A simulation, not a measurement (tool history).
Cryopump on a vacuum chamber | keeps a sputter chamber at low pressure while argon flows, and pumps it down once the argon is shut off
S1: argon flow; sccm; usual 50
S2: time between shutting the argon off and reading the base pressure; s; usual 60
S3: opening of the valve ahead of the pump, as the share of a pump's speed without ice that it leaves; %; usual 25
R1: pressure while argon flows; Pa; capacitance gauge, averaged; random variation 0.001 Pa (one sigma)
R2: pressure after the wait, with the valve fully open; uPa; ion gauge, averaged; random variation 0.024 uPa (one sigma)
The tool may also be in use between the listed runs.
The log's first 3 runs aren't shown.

| run | hour | S1 | S2 | S3 | R1 | R2 |
|---|---|---|---|---|---|---|
| 4 | 71.8 | 50 | 60 | 25 | 0.2382 | 1.00 |
| 5 | 104.5 | 50 | 60 | 25 | 0.2380 | 1.01 |
| 6 | 129.8 | 50 | 60 | 25 | 0.2401 | 1.01 |
| 7 | 162.3 | 50 | 60 | 25 | 0.2396 | 1.01 |
| 8 | 177.6 | 58 | 60 | 25 | 0.2769 | 1.05 |
| 9 | 196.5 | 50 | 26 | 25 | 0.2404 | 1.90 |
| 10 | 226.0 | 50 | 26 | 25 | 0.2384 | 2.00 |
| 11 | 242.0 | 50 | 26 | 25 | 0.2393 | 1.95 |
| 12 | 259.2 | 50 | 26 | 25 | 0.2415 | 1.96 |
| 13 | 283.9 | 50 | 26 | 25 | 0.2406 | 2.00 |
| 14 | 316.4 | 50 | 26 | 25 | 0.2405 | 1.98 |
| 15 | 346.5 | 50 | 281 | 25 | 0.2410 | 0.48 |
| 16 | 374.2 | 50 | 281 | 25 | 0.2420 | 0.48 |
| 17 | 400.7 | 50 | 281 | 53 | 0.1181 | 0.48 |
| 18 | 433.4 | 50 | 50 | 55 | 0.1169 | 1.24 |
| 19 | 450.2 | 29 | 36 | 43 | 0.0840 | 1.57 |
| 20 | 465.8 | 70 | 28 | 50 | 0.1786 | 1.89 |

Run 21 comes next. What will it give?
| 21 | 488.3 | 70 | 28 | 50 | ? | ? |

R1: 0.1800 Pa
R2: 1.90 uPa
Without the tool's hidden state the same run would have given R1 0.1622 Pa, R2 1.77 uPa.

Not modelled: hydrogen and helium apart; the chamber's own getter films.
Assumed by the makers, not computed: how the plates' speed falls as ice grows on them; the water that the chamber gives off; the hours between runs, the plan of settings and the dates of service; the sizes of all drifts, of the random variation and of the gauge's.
